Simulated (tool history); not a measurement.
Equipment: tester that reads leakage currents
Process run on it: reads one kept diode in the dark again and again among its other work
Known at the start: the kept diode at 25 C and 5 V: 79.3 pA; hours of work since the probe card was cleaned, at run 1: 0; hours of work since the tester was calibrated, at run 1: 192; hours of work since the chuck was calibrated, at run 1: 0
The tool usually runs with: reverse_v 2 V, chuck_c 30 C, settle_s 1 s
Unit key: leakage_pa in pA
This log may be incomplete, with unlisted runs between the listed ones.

run    hour  reverse_v  chuck_c  settle_s  hours of work since the probe card was cleaned  hours of work since the tester was calibrated  hours of work since the chuck was calibrated  leakage_pa
  1       0          2       30         1                                               0                                            192                                             0       81.34
  2     238          2       30         1                                             123                                            315                                           123       80.41
  3   381.9          2       30       3.5                                             197                                            389                                           197       79.12
  4   489.9          2       34         1                                             252                                            445                                           252      113.41
  5   724.5          2       34         1                                             373                                            566                                           373      111.38
  6   924.4          2       34         1                                             476                                            669                                           476      110.27
  7  1033.4          2       34         1                                             533                                            725                                           533      109.22
  8  1287.3          2       30         1                                             663                                            856                                           663       75.27
  9  1534.7          2       30         1                                             791                                            983                                           791        74.3
 10  1659.9          2       30         1                                             855                                           1048                                           855       73.71
 11  1820.8          2       30         1                                             938                                           1131                                           938       73.13
 12  1953.4          2       30         1                                            1007                                           1199                                          1007       73.06
 13  2186.1          2       30         1                                            1127                                           1319                                          1127       71.71
 14  2402.4          2       30         1                                            1238                                           1430                                          1238       70.61
 15  2647.3          2       30         1                                            1364                                           1556                                          1364       69.62
 16  2850.4          2       30         1                                            1469                                           1661                                          1469       69.09
 17  2963.7          2       58         1                                            1527                                           1720                                          1527      729.66
 18  3206.5          2       30         1                                            1652                                           1845                                          1652       67.66
 19  3422.5          2       30         1                                            1764                                           1956                                          1764       66.86
 20  3573.3       3.11       30         1                                            1841                                           2034                                          1841       81.34
     3746.5  -- chuck's temperature calibrated
 21  3751.5       1.63       30       0.5                                            1932                                           2124                                             3       76.14
 22  3970.4       1.63       40      2.02                                            2045                                           2237                                           115      179.47
 23  4176.4       1.63       40      2.02                                            2151                                           2343                                           222      177.88
 24  4294.1       9.53       40       8.5                                            2212                                           2404                                           282      404.27
 25  4462.6       15.3       45      8.73                                            2299                                           2491                                           369      768.34
 26  4692.3       15.3       45      8.73                                            2417                                           2609                                           487      758.05
 27  4862.1       15.3       29      0.35                                            2504                                           2697                                           575      201.85
 28  5051.2       15.3       29      0.35                                            2602                                           2794                                           672      200.15
 29  5224.8      11.54       39      0.49                                            2691                                           2884                                           762      396.27
 30  5463.9      11.54       55      0.49                                            2815                                           3007                                           885     1424.58
 31  5613.6      11.54       55      0.49                                            2892                                           3084                                           962     1423.01
     5825.5  -- probe card cleaned and baked
 32  5825.5       9.07       43      5.47                                               0                                           3192                                          1070      464.92
 33    5939       1.35       52      1.41                                              58                                           3250                                          1128      399.55
 34  6046.4      17.06       30         1                                             114                                           3305                                          1184      201.53
 35  6280.3       3.95       30      8.94                                             234                                           3426                                          1304       97.01
 36  6469.9       3.95       30      8.94                                             332                                           3524                                          1402       96.55
 37  6612.8       3.95       23      8.94                                             406                                           3597                                          1475       49.22
 38  6836.3      13.84       46       1.2                                             521                                           3713                                          1591      698.78
 39  7081.6        3.3       46       1.2                                             647                                           3839                                          1717      347.28

Hidden state or all else? Some run-to-run changes of leakage_pa, split into what the settings, what came in and random variation would give without the hidden state, and what is left for the hidden state (with any gauge scatter that isn't in both results):
The tool's hidden condition here consists of: stray current of the dirty probe card, pA a volt; current scale over the true one, %; true chuck temperature over the reading, C; drift of the gauge itself on leakage_pa, %.
Run 16 -> 17: chuck_c 30 -> 58. leakage_pa +660.57 pA: hidden state -118.54, all else +779.11.
Run 17 -> 18: chuck_c 58 -> 30. leakage_pa -662 pA: hidden state +117.14, all else -779.14.
Run 29 -> 30: chuck_c 39 -> 55. leakage_pa +1028.31 pA: hidden state -101.81, all else +1130.12.
Run 31 -> 32: reverse_v 11.54 -> 9.07, chuck_c 55 -> 43, settle_s 0.49 -> 5.47, probe card cleaned and baked. leakage_pa -958.09 pA: hidden state +85.65, all else -1043.74.
Run 37 -> 38: reverse_v 3.95 -> 13.84, chuck_c 23 -> 46, settle_s 8.94 -> 1.2. leakage_pa +649.56 pA: hidden state -119.8, all else +769.36.
